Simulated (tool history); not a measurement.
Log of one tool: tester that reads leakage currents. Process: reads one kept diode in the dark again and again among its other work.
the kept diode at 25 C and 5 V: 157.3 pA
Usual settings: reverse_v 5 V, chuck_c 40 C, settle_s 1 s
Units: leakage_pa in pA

run 1 hour=0 | reverse_v=5 chuck_c=40 settle_s=1 | leakage_pa=642.97
run 2 hour=87.1 | reverse_v=5 chuck_c=40 settle_s=1 | leakage_pa=649.93
run 3 hour=149 | reverse_v=5 chuck_c=40 settle_s=1 | leakage_pa=659.64
run 4 hour=198.1 | reverse_v=5 chuck_c=40 settle_s=1 | leakage_pa=663.1
run 5 hour=270.7 | reverse_v=5 chuck_c=38 settle_s=1 | leakage_pa=564.23
run 6 hour=337.1 | reverse_v=5 chuck_c=40 settle_s=1 | leakage_pa=675.3
run 7 hour=409.3 | reverse_v=5 chuck_c=26 settle_s=1 | leakage_pa=194.98
run 8 hour=493.5 | reverse_v=5 chuck_c=26 settle_s=1 | leakage_pa=197.89
run 9 hour=567.6 | reverse_v=5 chuck_c=26 settle_s=1 | leakage_pa=200.11
run 10 hour=618.9 | reverse_v=4.57 chuck_c=26 settle_s=1 | leakage_pa=196.05
run 11 hour=659.1 | reverse_v=4.57 chuck_c=26 settle_s=1.17 | leakage_pa=196.78
-- hour=668.7 chuck's temperature calibrated
run 12 hour=735.3 | reverse_v=1.02 chuck_c=40 settle_s=1 | leakage_pa=460.12
run 13 hour=789.4 | reverse_v=1.02 chuck_c=40 settle_s=1 | leakage_pa=463.72
run 14 hour=865.5 | reverse_v=5 chuck_c=25 settle_s=1 | leakage_pa=204.18
run 15 hour=926.4 | reverse_v=5 chuck_c=25 settle_s=1 | leakage_pa=206.93
-- hour=984.5 chuck's temperature calibrated, once more
run 16 hour=992 | reverse_v=5 chuck_c=25 settle_s=1 | leakage_pa=159.61
run 17 hour=1071.4 | reverse_v=5 chuck_c=25 settle_s=0.51 | leakage_pa=162.83
run 18 hour=1109.2 | reverse_v=5 chuck_c=59 settle_s=0.51 | leakage_pa=2990.14
run 19 hour=1181.3 | reverse_v=5 chuck_c=59 settle_s=0.51 | leakage_pa=3036.68
run 20 hour=1229.4 | reverse_v=1.92 chuck_c=40 settle_s=3.59 | leakage_pa=475.17
run 21 hour=1310.2 | reverse_v=14.6 chuck_c=24 settle_s=0.57 | leakage_pa=222.76
run 22 hour=1383 | reverse_v=14.6 chuck_c=58 settle_s=0.57 | leakage_pa=4025.72
run 23 hour=1426.9 | reverse_v=13.17 chuck_c=22 settle_s=0.76 | leakage_pa=181.93
run 24 hour=1504.5 | reverse_v=13.17 chuck_c=22 settle_s=0.76 | leakage_pa=183.77
run 25 hour=1554.9 | reverse_v=3.82 chuck_c=52 settle_s=2.27 | leakage_pa=1679.2
run 26 hour=1609.2 | reverse_v=14.25 chuck_c=40 settle_s=2.66 | leakage_pa=953.02
run 27 hour=1681.4 | reverse_v=7.07 chuck_c=40 settle_s=0.32 | leakage_pa=770.29
run 28 hour=1749.6 | reverse_v=7.75 chuck_c=40 settle_s=8.11 | leakage_pa=796.97
run 29 hour=1795.9 | reverse_v=6.2 chuck_c=40 settle_s=1.69 | leakage_pa=747.12
run 30 hour=1863.8 | reverse_v=5 chuck_c=53 settle_s=1 | leakage_pa=2068.09
run 31 hour=1903.8 | reverse_v=5 chuck_c=56 settle_s=2.68 | leakage_pa=2634.9
-- hour=1930.4 probe card cleaned and baked
run 32 hour=1965.9 | reverse_v=5 chuck_c=56 settle_s=2.68 | leakage_pa=2664.2
run 33 hour=2046.3 | reverse_v=5 chuck_c=21 settle_s=1 | leakage_pa=127.57
run 34 hour=2101.5 | reverse_v=5 chuck_c=22 settle_s=9.97 | leakage_pa=140.3
run 35 hour=2163.5 | reverse_v=2.37 chuck_c=29 settle_s=7.33 | leakage_pa=216.27
run 36 hour=2236.7 | reverse_v=1.27 chuck_c=51 settle_s=1 | leakage_pa=1206.95

4 ways to go on from here, each from the tool as it stands after run 36. What would each give?
-- hour=2279.6 chuck's temperature calibrated
run A hour=2279.6 | reverse_v=8.35 chuck_c=29 settle_s=0.68 | leakage_pa=?
-- hour=2279.6 chuck's temperature calibrated
run B hour=2279.6 | reverse_v=10.66 chuck_c=22 settle_s=1 | leakage_pa=?
-- hour=2279.6 chuck's temperature calibrated
run C hour=2279.6 | reverse_v=1.27 chuck_c=28 settle_s=1 | leakage_pa=?
-- hour=2279.6 chuck's temperature calibrated
run D hour=2279.6 | reverse_v=16.78 chuck_c=34 settle_s=7.85 | leakage_pa=?

run=A leakage_pa=274.65
run=B leakage_pa=154.29
run=C leakage_pa=138.98
run=D leakage_pa=545.52
Without the tool's hidden state the same runs would have given:
run=A leakage_pa=270.23
run=B leakage_pa=151.11
run=C leakage_pa=137
run=D leakage_pa=536.95
